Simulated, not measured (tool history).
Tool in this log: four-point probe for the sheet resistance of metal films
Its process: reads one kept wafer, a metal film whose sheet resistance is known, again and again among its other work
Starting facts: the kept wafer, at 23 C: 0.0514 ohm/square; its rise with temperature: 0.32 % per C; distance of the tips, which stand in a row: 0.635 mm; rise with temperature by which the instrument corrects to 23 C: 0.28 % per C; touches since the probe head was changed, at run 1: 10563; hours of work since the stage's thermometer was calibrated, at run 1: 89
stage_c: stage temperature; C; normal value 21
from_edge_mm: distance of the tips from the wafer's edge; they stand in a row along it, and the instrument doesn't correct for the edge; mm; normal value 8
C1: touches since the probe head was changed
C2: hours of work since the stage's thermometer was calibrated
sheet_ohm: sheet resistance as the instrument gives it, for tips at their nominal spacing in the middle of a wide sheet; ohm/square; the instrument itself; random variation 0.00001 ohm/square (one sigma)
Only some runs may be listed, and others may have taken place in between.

{"run": 1, "hour": 0.0, "stage_c": 21, "from_edge_mm": 8, "C1": 10563, "C2": 89, "sheet_ohm": 0.05158}
{"run": 2, "hour": 36.7, "stage_c": 21, "from_edge_mm": 8, "C1": 11053, "C2": 107, "sheet_ohm": 0.051587}
{"run": 3, "hour": 118.5, "stage_c": 21, "from_edge_mm": 8, "C1": 12143, "C2": 147, "sheet_ohm": 0.051586}
{"run": 4, "hour": 175.2, "stage_c": 21, "from_edge_mm": 8, "C1": 12901, "C2": 175, "sheet_ohm": 0.051583}
{"run": 5, "hour": 227.0, "stage_c": 21, "from_edge_mm": 8, "C1": 13591, "C2": 201, "sheet_ohm": 0.051566}
{"run": 6, "hour": 308.8, "stage_c": 21, "from_edge_mm": 8, "C1": 14682, "C2": 241, "sheet_ohm": 0.05158}
{"run": 7, "hour": 382.5, "stage_c": 20, "from_edge_mm": 8, "C1": 15665, "C2": 277, "sheet_ohm": 0.051546}
{"run": 8, "hour": 448.5, "stage_c": 21, "from_edge_mm": 62, "C1": 16546, "C2": 309, "sheet_ohm": 0.051375}
{"run": 9, "hour": 516.3, "stage_c": 21, "from_edge_mm": 62, "C1": 17451, "C2": 342, "sheet_ohm": 0.05137}
{"run": 10, "hour": 551.1, "stage_c": 21, "from_edge_mm": 62, "C1": 17914, "C2": 360, "sheet_ohm": 0.05139}
{"run": 11, "hour": 601.0, "stage_c": 21, "from_edge_mm": 62, "C1": 18581, "C2": 384, "sheet_ohm": 0.051388}
{"run": 12, "hour": 639.0, "stage_c": 21, "from_edge_mm": 62, "C1": 19087, "C2": 403, "sheet_ohm": 0.051383}
{"run": 13, "hour": 690.1, "stage_c": 21, "from_edge_mm": 8, "C1": 19769, "C2": 428, "sheet_ohm": 0.051543}
{"run": 14, "hour": 750.6, "stage_c": 29, "from_edge_mm": 8, "C1": 20576, "C2": 457, "sheet_ohm": 0.051706}
{"run": 15, "hour": 799.7, "stage_c": 29, "from_edge_mm": 8, "C1": 21230, "C2": 481, "sheet_ohm": 0.051727}
{"run": 16, "hour": 855.4, "stage_c": 29, "from_edge_mm": 8, "C1": 21975, "C2": 509, "sheet_ohm": 0.051717}
{"run": 17, "hour": 896.9, "stage_c": 29, "from_edge_mm": 8, "C1": 22528, "C2": 529, "sheet_ohm": 0.051722}
{"run": 18, "hour": 950.2, "stage_c": 21, "from_edge_mm": 8, "C1": 23238, "C2": 555, "sheet_ohm": 0.051529}
{"run": 19, "hour": 1031.3, "stage_c": 21, "from_edge_mm": 8, "C1": 24321, "C2": 595, "sheet_ohm": 0.05154}
{"run": 20, "hour": 1108.4, "stage_c": 29, "from_edge_mm": 8, "C1": 25348, "C2": 633, "sheet_ohm": 0.051691}
{"run": 21, "hour": 1148.9, "stage_c": 21, "from_edge_mm": 8, "C1": 25890, "C2": 653, "sheet_ohm": 0.051542}
{"run": 22, "hour": 1186.1, "stage_c": 21, "from_edge_mm": 8, "C1": 26386, "C2": 671, "sheet_ohm": 0.051525}
{"run": 23, "hour": 1269.5, "stage_c": 32, "from_edge_mm": 54, "C1": 27498, "C2": 712, "sheet_ohm": 0.05157}
{"run": 24, "hour": 1306.2, "stage_c": 32, "from_edge_mm": 54, "C1": 27988, "C2": 730, "sheet_ohm": 0.05159}
{"run": 25, "hour": 1349.8, "stage_c": 32, "from_edge_mm": 54, "C1": 28569, "C2": 751, "sheet_ohm": 0.051563}
{"run": 26, "hour": 1384.7, "stage_c": 31, "from_edge_mm": 13, "C1": 29035, "C2": 768, "sheet_ohm": 0.051602}
{"run": 27, "hour": 1447.4, "stage_c": 31, "from_edge_mm": 13, "C1": 29872, "C2": 799, "sheet_ohm": 0.051602}
{"run": 28, "hour": 1504.2, "stage_c": 31, "from_edge_mm": 13, "C1": 30629, "C2": 827, "sheet_ohm": 0.051607}
{"run": 29, "hour": 1545.9, "stage_c": 20, "from_edge_mm": 16, "C1": 31186, "C2": 847, "sheet_ohm": 0.051351}
{"run": 30, "hour": 1582.8, "stage_c": 30, "from_edge_mm": 27, "C1": 31677, "C2": 866, "sheet_ohm": 0.051532}
{"run": 31, "hour": 1618.1, "stage_c": 30, "from_edge_mm": 43, "C1": 32148, "C2": 883, "sheet_ohm": 0.051528}
{"run": 32, "hour": 1683.9, "stage_c": 27, "from_edge_mm": 36, "C1": 33026, "C2": 915, "sheet_ohm": 0.051448}
{"run": 33, "hour": 1749.6, "stage_c": 18, "from_edge_mm": 18, "C1": 33903, "C2": 947, "sheet_ohm": 0.051294}
{"run": 34, "hour": 1811.9, "stage_c": 23, "from_edge_mm": 3, "C1": 34734, "C2": 978, "sheet_ohm": 0.052584}
{"run": 35, "hour": 1874.9, "stage_c": 30, "from_edge_mm": 40, "C1": 35574, "C2": 1009, "sheet_ohm": 0.05151}
{"run": 36, "hour": 1942.4, "stage_c": 30, "from_edge_mm": 40, "C1": 36474, "C2": 1042, "sheet_ohm": 0.051514}
{"run": 37, "hour": 1993.7, "stage_c": 19, "from_edge_mm": 37, "C1": 37159, "C2": 1067, "sheet_ohm": 0.051287}
{"run": 38, "hour": 2039.7, "stage_c": 18, "from_edge_mm": 35, "C1": 37772, "C2": 1090, "sheet_ohm": 0.051248}
{"run": 39, "hour": 2082.5, "stage_c": 19, "from_edge_mm": 4, "C1": 38343, "C2": 1111, "sheet_ohm": 0.051967}
{"run": 40, "hour": 2128.3, "stage_c": 18, "from_edge_mm": 29, "C1": 38954, "C2": 1133, "sheet_ohm": 0.051243}
{"run": 41, "hour": 2179.4, "stage_c": 22, "from_edge_mm": 25, "C1": 39636, "C2": 1158, "sheet_ohm": 0.051345}
{"run": 42, "hour": 2258.4, "stage_c": 22, "from_edge_mm": 25, "C1": 40690, "C2": 1197, "sheet_ohm": 0.051329}
{"run": 43, "hour": 2333.9, "stage_c": 19, "from_edge_mm": 6, "C1": 41697, "C2": 1234, "sheet_ohm": 0.051568}
{"run": 44, "hour": 2377.0, "stage_c": 19, "from_edge_mm": 6, "C1": 42272, "C2": 1255, "sheet_ohm": 0.051552}

3 options for the next run, each taken on its own from the tool as it stands now. Forecast them:
{"run": "A", "hour": 2449.8, "stage_c": 29, "from_edge_mm": 7, "C1": 43242, "C2": 1291, "sheet_ohm": "?"}
{"run": "B", "hour": 2449.8, "stage_c": 27, "from_edge_mm": 9, "C1": 43242, "C2": 1291, "sheet_ohm": "?"}
{"run": "C", "hour": 2449.8, "stage_c": 25, "from_edge_mm": 7, "C1": 43242, "C2": 1291, "sheet_ohm": "?"}

run=A sheet_ohm=0.051691
run=B sheet_ohm=0.051530
run=C sheet_ohm=0.051599
The same runs, with their run-to-run variation unchanged, on a tool lacking any hidden condition would have given:
run=A sheet_ohm=0.051764
run=B sheet_ohm=0.051603
run=C sheet_ohm=0.051671
